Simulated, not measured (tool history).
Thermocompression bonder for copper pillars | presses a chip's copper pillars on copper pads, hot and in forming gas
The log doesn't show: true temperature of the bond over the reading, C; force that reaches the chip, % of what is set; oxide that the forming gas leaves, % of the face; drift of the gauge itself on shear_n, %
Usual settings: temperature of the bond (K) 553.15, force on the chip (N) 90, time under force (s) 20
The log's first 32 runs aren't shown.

| run | day | temperature of the bond (K) | force on the chip (N) | time under force (s) | hours of work since the heater was calibrated | hours of work since the force cell was calibrated | hours of work since the gas filter was changed | force that shears a chip off (N) |
|---|---|---|---|---|---|---|---|---|
| 33 | 8.946 | 526.15 | 71 | 24 | 691 | 6 | 144 | 41.7 |
| 34 | 9.3 | 526.15 | 71 | 24 | 696 | 10 | 148 | 41.7 |
| 35 | 9.471 | 540.15 | 71 | 50 | 697 | 12 | 150 | 63.4 |
| 36 | 9.771 | 550.15 | 71 | 50 | 701 | 16 | 154 | 69.7 |
| 37 | 10.171 | 553.15 | 101 | 12 | 705 | 20 | 158 | 58 |
| 38 | 10.358 | 553.15 | 119 | 36 | 708 | 23 | 160 | 79.7 |
| 39 | 10.708 | 553.15 | 119 | 44 | 712 | 27 | 164 | 82.7 |
| 40 | 10.983 | 553.15 | 126 | 44 | 715 | 30 | 167 | 83.7 |

4 ways to go on from here, each from the tool as it stands after run 40. What would each give?
| A | 11.396 | 565.15 | 71 | 20 | 720 | 34 | 172 | ? |
| B | 11.396 | 536.15 | 122 | 19 | 720 | 34 | 172 | ? |
| C | 11.396 | 553.15 | 88 | 48 | 720 | 34 | 172 | ? |
| D | 11.396 | 581.15 | 60 | 55 | 720 | 34 | 172 | ? |

| run | force that shears a chip off (N) |
|---|---|
| A | 64.1 |
| B | 59.9 |
| C | 76.2 |
| D | 83.9 |
Without the tool's hidden state the same runs would have given:
| run | force that shears a chip off (N) |
|---|---|
| A | 60.5 |
| B | 55.7 |
| C | 73.4 |
| D | 82.4 |
